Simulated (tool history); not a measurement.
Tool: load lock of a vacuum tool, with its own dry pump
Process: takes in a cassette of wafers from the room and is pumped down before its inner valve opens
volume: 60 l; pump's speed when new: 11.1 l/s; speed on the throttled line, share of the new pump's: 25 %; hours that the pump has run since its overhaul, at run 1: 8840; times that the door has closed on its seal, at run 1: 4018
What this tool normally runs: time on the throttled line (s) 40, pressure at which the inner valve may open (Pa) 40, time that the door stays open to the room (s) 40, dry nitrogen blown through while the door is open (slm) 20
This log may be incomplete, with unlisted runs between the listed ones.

| run | hour | time on the throttled line (s) | pressure at which the inner valve may open (Pa) | time that the door stays open to the room (s) | dry nitrogen blown through while the door is open (slm) | hours that the pump has run since its overhaul | times that the door has closed on its seal | incoming humidity of the room's air, % | time from the closed door until the inner valve may open (s) | rise of the pressure with all valves shut (Pa/min) |
|---|---|---|---|---|---|---|---|---|---|---|
| 1 | 0.0 | 40 | 40 | 40 | 20 | 8840 | 4018 | 45.2 | 79.8 | 0.035 |
| 2 | 225.0 | 40 | 40 | 40 | 20 | 9065 | 4266 | 44.1 | 80.1 | 0.030 |
| 3 | 366.3 | 40 | 40 | 40 | 20 | 9206 | 4422 | 47.4 | 80.7 | 0.032 |
| 4 | 489.4 | 40 | 40 | 40 | 20 | 9330 | 4558 | 42.8 | 80.6 | 0.028 |
| 5 | 595.5 | 40 | 40 | 40 | 20 | 9436 | 4675 | 46.8 | 80.5 | 0.033 |
| 6 | 760.3 | 40 | 40 | 40 | 4 | 9600 | 4857 | 44.6 | 81.3 | 0.045 |
| 7 | 937.2 | 40 | 40 | 40 | 20 | 9777 | 5052 | 47.1 | 80.5 | 0.032 |
|  | 1071.3 | dry pump taken out, an overhauled one fitted |
| 8 | 1082.6 | 40 | 40 | 40 | 20 | 11 | 5206 | 46.2 | 71.9 | 0.032 |
| 9 | 1266.8 | 40 | 40 | 54 | 20 | 196 | 5409 | 44.8 | 71.6 | 0.037 |
| 10 | 1376.6 | 40 | 40 | 54 | 20 | 305 | 5531 | 42.4 | 73.4 | 0.037 |
| 11 | 1480.8 | 40 | 40 | 40 | 18 | 410 | 5646 | 43.6 | 73.6 | 0.034 |
| 12 | 1597.4 | 40 | 40 | 40 | 20 | 526 | 5774 | 45.7 | 73.4 | 0.033 |
| 13 | 1747.7 | 40 | 40 | 40 | 20 | 676 | 5940 | 44.5 | 72.7 | 0.032 |
| 14 | 1987.0 | 52 | 42 | 104 | 4 | 916 | 6204 | 46.8 | 81.9 | 0.081 |
| 15 | 2216.5 | 40 | 72 | 52 | 20 | 1145 | 6457 | 43.3 | 70.6 | 0.030 |
| 16 | 2332.1 | 40 | 40 | 40 | 8 | 1261 | 6585 | 44.8 | 73.2 | 0.045 |
| 17 | 2459.4 | 77 | 53 | 33 | 38 | 1388 | 6725 | 46.1 | 98.8 | 0.026 |
| 18 | 2655.1 | 77 | 32 | 57 | 5 | 1584 | 6941 | 44.1 | 101.0 | 0.050 |
| 19 | 2784.3 | 77 | 53 | 109 | 20 | 1713 | 7084 | 46.4 | 98.9 | 0.047 |
| 20 | 2960.0 | 56 | 55 | 37 | 20 | 1889 | 7278 | 47.2 | 84.0 | 0.041 |
| 21 | 3075.6 | 43 | 55 | 44 | 10 | 2004 | 7405 | 44.4 | 74.3 | 0.044 |
| 22 | 3174.9 | 43 | 55 | 44 | 10 | 2104 | 7515 | 43.5 | 74.5 | 0.041 |
| 23 | 3386.9 | 43 | 55 | 44 | 10 | 2316 | 7749 | 42.5 | 74.8 | 0.045 |

Alternative continuations, all from the tool just after run 23; predict every row:
| A | 3484.9 | 45 | 56 | 40 | 6 | 2414 | 7857 | 46.3 | ? | ? |
| B | 3484.9 | 40 | 40 | 73 | 19 | 2414 | 7857 | 49.0 | ? | ? |
| C | 3484.9 | 40 | 33 | 40 | 22 | 2414 | 7857 | 49.1 | ? | ? |
| D | 3484.9 | 40 | 37 | 40 | 20 | 2414 | 7857 | 45.6 | ? | ? |
| E | 3484.9 | 68 | 40 | 94 | 16 | 2414 | 7857 | 45.0 | ? | ? |

| run | time from the closed door until the inner valve may open (s) | rise of the pressure with all valves shut (Pa/min) |
|---|---|---|
| A | 75.6 | 0.054 |
| B | 73.2 | 0.050 |
| C | 74.8 | 0.033 |
| D | 74.7 | 0.039 |
| E | 94.2 | 0.057 |
Had the tool no hidden state, the same runs would have come out as:
| run | time from the closed door until the inner valve may open (s) | rise of the pressure with all valves shut (Pa/min) |
|---|---|---|
| A | 74.1 | 0.042 |
| B | 71.5 | 0.039 |
| C | 73.0 | 0.021 |
| D | 72.9 | 0.027 |
| E | 92.9 | 0.045 |

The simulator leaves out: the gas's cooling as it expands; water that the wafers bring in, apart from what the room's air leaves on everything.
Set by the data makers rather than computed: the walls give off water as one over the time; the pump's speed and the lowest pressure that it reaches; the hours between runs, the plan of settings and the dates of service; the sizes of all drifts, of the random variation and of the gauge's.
